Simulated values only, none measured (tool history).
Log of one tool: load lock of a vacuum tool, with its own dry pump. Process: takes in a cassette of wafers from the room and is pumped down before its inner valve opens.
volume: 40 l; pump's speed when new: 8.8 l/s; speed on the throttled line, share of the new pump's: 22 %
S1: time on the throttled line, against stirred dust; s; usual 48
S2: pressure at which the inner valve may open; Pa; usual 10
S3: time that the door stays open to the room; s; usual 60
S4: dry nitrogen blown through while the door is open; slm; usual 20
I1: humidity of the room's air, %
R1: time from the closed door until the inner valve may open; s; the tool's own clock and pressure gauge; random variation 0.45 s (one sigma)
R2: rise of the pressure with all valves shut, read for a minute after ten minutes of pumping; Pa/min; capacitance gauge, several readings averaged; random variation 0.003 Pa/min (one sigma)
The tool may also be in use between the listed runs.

Run 1, hour 0.0: usual settings; I1 44.5. Result: R1 79.7 s, R2 0.034 Pa/min.
Run 2, hour 201.9: usual settings; I1 47.0. Result: R1 79.5 s, R2 0.042 Pa/min.
Run 3, hour 390.0: usual settings but S3 61 s; I1 47.3. Result: R1 80.4 s, R2 0.038 Pa/min.
Run 4, hour 632.3: usual settings but S2 15 Pa, S3 61 s; I1 44.0. Result: R1 77.9 s, R2 0.037 Pa/min.
Run 5, hour 863.8: usual settings but S2 15 Pa, S3 61 s; I1 43.3. Result: R1 78.1 s, R2 0.039 Pa/min.
Run 6, hour 991.7: usual settings; I1 46.1. Result: R1 79.6 s, R2 0.043 Pa/min.
Run 7, hour 1095.7: usual settings but S1 79 s, S3 219 s, S4 10 slm; I1 47.5. Result: R1 103.2 s, R2 0.120 Pa/min.
Run 8, hour 1288.4: usual settings but S2 9 Pa, S4 33 slm; I1 46.1. Result: R1 79.8 s, R2 0.038 Pa/min.
Run 9, hour 1411.5: usual settings but S1 44 s, S2 11 Pa, S3 51 s, S4 13 slm; I1 46.5. Result: R1 76.8 s, R2 0.054 Pa/min.
Run 10, hour 1649.3: usual settings but S1 44 s, S2 11 Pa, S3 110 s, S4 13 slm; I1 46.5. Result: R1 77.0 s, R2 0.071 Pa/min.
Run 11, hour 1882.0: usual settings but S1 44 s, S2 11 Pa, S3 110 s, S4 13 slm; I1 44.7. Result: R1 76.8 s, R2 0.070 Pa/min.
Run 12, hour 2124.2: usual settings but S1 44 s, S2 11 Pa, S3 110 s, S4 13 slm; I1 44.3. Result: R1 76.2 s, R2 0.066 Pa/min.

Forecast each of these 4 alternatives for the next run:
Run A, hour 2238.8: usual settings but S1 44 s, S2 11 Pa, S3 110 s, S4 11 slm; I1 44.3. Result: R1 ?, R2 ?.
Run B, hour 2238.8: usual settings but S1 44 s, S2 12 Pa, S3 147 s, S4 41 slm; I1 40.6. Result: R1 ?, R2 ?.
Run C, hour 2238.8: usual settings but S1 86 s, S4 10 slm; I1 46.2. Result: R1 ?, R2 ?.
Run D, hour 2238.8: usual settings but S1 44 s, S2 11 Pa, S3 153 s, S4 13 slm; I1 44.9. Result: R1 ?, R2 ?.

run     R1     R2
  A   76.4  0.070
  B   75.0  0.036
  C  108.4  0.061
  D   77.1  0.086
Without the tool's hidden state the same runs would have given:
run     R1     R2
  A   76.3  0.070
  B   75.0  0.036
  C  108.4  0.060
  D   77.1  0.085

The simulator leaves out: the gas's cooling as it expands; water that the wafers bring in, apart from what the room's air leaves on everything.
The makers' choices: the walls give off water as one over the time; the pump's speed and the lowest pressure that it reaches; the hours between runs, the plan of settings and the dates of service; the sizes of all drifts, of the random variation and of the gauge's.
